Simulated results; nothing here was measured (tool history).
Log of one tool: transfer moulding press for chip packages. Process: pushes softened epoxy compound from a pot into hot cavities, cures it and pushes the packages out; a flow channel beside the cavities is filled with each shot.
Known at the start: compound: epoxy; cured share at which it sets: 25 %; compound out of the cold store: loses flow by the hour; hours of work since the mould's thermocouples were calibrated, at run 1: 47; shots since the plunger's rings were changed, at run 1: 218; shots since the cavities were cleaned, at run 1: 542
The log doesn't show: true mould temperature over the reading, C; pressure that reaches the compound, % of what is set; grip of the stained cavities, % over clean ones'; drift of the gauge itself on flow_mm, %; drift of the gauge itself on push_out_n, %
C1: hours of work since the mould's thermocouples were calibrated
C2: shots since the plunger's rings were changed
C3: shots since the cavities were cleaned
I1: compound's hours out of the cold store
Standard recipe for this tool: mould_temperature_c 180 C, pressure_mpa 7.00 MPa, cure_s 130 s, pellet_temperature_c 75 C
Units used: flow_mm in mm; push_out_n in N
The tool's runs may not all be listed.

Run 1, day 0.000: usual settings; C1 47; C2 218; C3 542; I1 33.8. Result: flow_mm 885 mm, push_out_n 340 N.
At day 0.788: cavities cleaned with cleaning compound and waxed.
Run 2, day 2.554: usual settings; C1 85; C2 786; C3 403; I1 38.2. Result: flow_mm 852 mm, push_out_n 340 N.
At day 3.792: cavities cleaned with cleaning compound and waxed.
Run 3, day 4.483: usual settings but mould_temperature_c 177 C; C1 114; C2 1210; C3 156; I1 44.3. Result: flow_mm 813 mm, push_out_n 285 N.
At day 6.733: cavities cleaned with cleaning compound and waxed.
Run 4, day 7.308: usual settings but mould_temperature_c 177 C; C1 156; C2 1840; C3 131; I1 38.8. Result: flow_mm 838 mm, push_out_n 285 N.
Run 5, day 8.642: usual settings; C1 176; C2 2143; C3 434; I1 29.5. Result: flow_mm 904 mm, push_out_n 363 N.
At day 9.675: cavities cleaned with cleaning compound and waxed.
Run 6, day 11.558: usual settings but cure_s 133 s; C1 220; C2 2793; C3 429; I1 8.7. Result: flow_mm 1024 mm, push_out_n 346 N.
At day 12.742: cavities cleaned with cleaning compound and waxed.
Run 7, day 14.533: usual settings; C1 265; C2 3457; C3 408; I1 34.9. Result: flow_mm 849 mm, push_out_n 317 N.
At day 15.825: cavities cleaned with cleaning compound and waxed.
Run 8, day 16.333: usual settings; C1 291; C2 3852; C3 116; I1 41.5. Result: flow_mm 801 mm, push_out_n 248 N.
Run 9, day 17.929: usual settings but mould_temperature_c 176 C; C1 315; C2 4215; C3 479; I1 46.6. Result: flow_mm 780 mm, push_out_n 375 N.
At day 18.946: cavities cleaned with cleaning compound and waxed.
Run 10, day 21.096: usual settings; C1 363; C2 4922; C3 490; I1 29.7. Result: flow_mm 855 mm, push_out_n 346 N.
At day 21.771: plunger's sealing rings changed.
At day 22.021: cavities cleaned with cleaning compound and waxed.
Run 11, day 23.688: usual settings; C1 400; C2 422; C3 380; I1 20.6. Result: flow_mm 971 mm, push_out_n 329 N.
At day 25.067: cavities cleaned with cleaning compound and waxed.
Run 12, day 25.167: usual settings; C1 422; C2 744; C3 22; I1 44.2. Result: flow_mm 828 mm, push_out_n 208 N.
At day 28.162: cavities cleaned with cleaning compound and waxed.
Run 13, day 28.162: usual settings but cure_s 168 s; C1 466; C2 1412; C3 0; I1 34.8. Result: flow_mm 879 mm, push_out_n 196 N.
At day 31.129: cavities cleaned with cleaning compound and waxed.
Run 14, day 31.129: usual settings but pressure_mpa 8.47 MPa; C1 511; C2 2074; C3 0; I1 19.0. Result: flow_mm 1056 mm, push_out_n 205 N.
At day 34.171: cavities cleaned with cleaning compound and waxed.
Run 15, day 34.171: usual settings but mould_temperature_c 177 C, pressure_mpa 5.73 MPa, pellet_temperature_c 81 C; C1 556; C2 2752; C3 0; I1 28.3. Result: flow_mm 813 mm, push_out_n 213 N.
Run 16, day 36.529: usual settings but mould_temperature_c 181 C, cure_s 125 s; C1 592; C2 3289; C3 537; I1 20.6. Result: flow_mm 931 mm, push_out_n 364 N.
At day 37.221: cavities cleaned with cleaning compound and waxed.
Run 17, day 38.238: usual settings but mould_temperature_c 181 C, pressure_mpa 7.84 MPa, cure_s 125 s; C1 617; C2 3664; C3 232; I1 12.2. Result: flow_mm 1039 mm, push_out_n 307 N.
At day 40.317: cavities cleaned with cleaning compound and waxed.
Run 18, day 40.554: usual settings but mould_temperature_c 187 C, pressure_mpa 6.86 MPa, cure_s 160 s, pellet_temperature_c 71 C; C1 652; C2 4177; C3 55; I1 10.3. Result: flow_mm 971 mm, push_out_n 209 N.
Run 19, day 41.854: usual settings but pressure_mpa 5.30 MPa, cure_s 163 s, pellet_temperature_c 83 C; C1 672; C2 4472; C3 350; I1 11.5. Result: flow_mm 853 mm, push_out_n 302 N.
At day 43.400: cavities cleaned with cleaning compound and waxed.
Run 20, day 43.458: usual settings but pressure_mpa 8.48 MPa, cure_s 123 s; C1 695; C2 4824; C3 14; I1 22.4. Result: flow_mm 1004 mm, push_out_n 222 N.
At day 44.717: plunger's sealing rings changed.
Run 21, day 46.092: usual settings but mould_temperature_c 185 C, pressure_mpa 5.72 MPa, cure_s 123 s; C1 734; C2 314; C3 590; I1 29.3. Result: flow_mm 826 mm, push_out_n 348 N.
At day 46.550: cavities cleaned with cleaning compound and waxed.
Run 22, day 48.821: usual settings but mould_temperature_c 185 C, pressure_mpa 5.72 MPa, cure_s 123 s; C1 775; C2 921; C3 517; I1 21.7. Result: flow_mm 863 mm, push_out_n 341 N.
At day 49.658: cavities cleaned with cleaning compound and waxed.
Run 23, day 50.562: usual settings but mould_temperature_c 185 C, pressure_mpa 5.72 MPa, cure_s 164 s; C1 800; C2 1303; C3 206; I1 26.9. Result: flow_mm 821 mm, push_out_n 267 N.
At day 52.633: cavities cleaned with cleaning compound and waxed.
At day 53.004: mould's thermocouples calibrated.
Run 24, day 53.733: usual settings but mould_temperature_c 185 C, pressure_mpa 5.44 MPa, cure_s 164 s, pellet_temperature_c 83 C; C1 11; C2 1992; C3 232; I1 30.5. Result: flow_mm 778 mm, push_out_n 265 N.
Run 25, day 55.200: usual settings but mould_temperature_c 181 C, cure_s 133 s, pellet_temperature_c 78 C; C1 34; C2 2325; C3 565; I1 9.3. Result: flow_mm 1010 mm, push_out_n 367 N.
At day 55.871: cavities cleaned with cleaning compound and waxed.
Run 26, day 56.550: usual settings but pressure_mpa 7.62 MPa; C1 53; C2 2619; C3 155; I1 13.3. Result: flow_mm 1022 mm, push_out_n 263 N.

Predict each of these 3 candidate next runs independently; none follows another, all start after run 26:
At day 58.921: cavities cleaned with cleaning compound and waxed.
Run A, day 59.179: usual settings but pressure_mpa 6.15 MPa, cure_s 154 s, pellet_temperature_c 74 C; C1 92; C2 3203; C3 59; I1 20.4. Result: flow_mm ?, push_out_n ?.
At day 58.921: cavities cleaned with cleaning compound and waxed.
Run B, day 59.179: usual settings but mould_temperature_c 184 C, pressure_mpa 7.15 MPa, cure_s 115 s; C1 92; C2 3203; C3 59; I1 39.5. Result: flow_mm ?, push_out_n ?.
At day 58.921: cavities cleaned with cleaning compound and waxed.
Run C, day 59.179: usual settings but mould_temperature_c 186 C; C1 92; C2 3203; C3 59; I1 10.6. Result: flow_mm ?, push_out_n ?.

run  flow_mm  push_out_n
  A      869         216
  B      824         223
  C      986         212
Stripped of hidden state, with their random variation kept, the same runs would have yielded:
run  flow_mm  push_out_n
  A      909         194
  B      862         201
  C     1032         189
